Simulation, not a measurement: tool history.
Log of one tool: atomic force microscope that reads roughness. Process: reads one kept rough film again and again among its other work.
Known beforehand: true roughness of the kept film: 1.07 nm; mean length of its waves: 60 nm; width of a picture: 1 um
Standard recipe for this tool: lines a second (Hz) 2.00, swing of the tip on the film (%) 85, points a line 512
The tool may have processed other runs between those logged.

run   hour  lines a second (Hz)  swing of the tip on the film (%)  points a line  roughness of the kept film (nm (root mean square))
  1    0.0                 2.00                                85            512                                               0.974
  2   13.5                 2.00                                85            512                                               0.991
  3   29.0                 2.00                                85            512                                               0.988
  4   36.0                 2.00                                85            512                                               0.983
  5   47.0                 2.00                                85            512                                               0.990
  6   58.2                 2.00                                85            512                                               0.979
  7   71.3                 2.00                                85            512                                               0.983
  8   83.2                 2.00                                85            512                                               0.983
  9   92.6                 2.00                                85            512                                               0.984
 10  105.1                 2.00                                85            512                                               0.975
 11  115.9                 2.00                                85            512                                               0.987
 12  127.9                 2.00                                85            512                                               0.988
 13  139.6                 2.00                                85            512                                               0.984
 14  149.7                 2.00                                85            512                                               0.980
 15  165.0                 0.57                                57            512                                               1.050
 16  173.8                 0.79                                68            309                                               1.041
 17  181.4                 0.79                                64            309                                               1.045
 18  193.2                 2.27                                64            723                                               1.022
 19  207.3                 2.27                                64            723                                               1.019
 20  214.1                 1.44                                78            723                                               1.016
 21  227.9                 0.67                                70            723                                               1.036

What if the next run were any one of these 3? Each begins from the tool's condition after run 21:
  A  240.9                 0.67                                80            768                                                   ?
  B  240.9                 1.34                                70            723                                                   ?
  C  240.9                 1.02                                70            655                                                   ?

run  roughness of the kept film (nm (root mean square))
  A                                               1.029
  B                                               1.030
  C                                               1.030
Stripped of hidden state, with their random variation kept, the same runs would have yielded:
run  roughness of the kept film (nm (root mean square))
  A                                               1.040
  B                                               1.041
  C                                               1.041
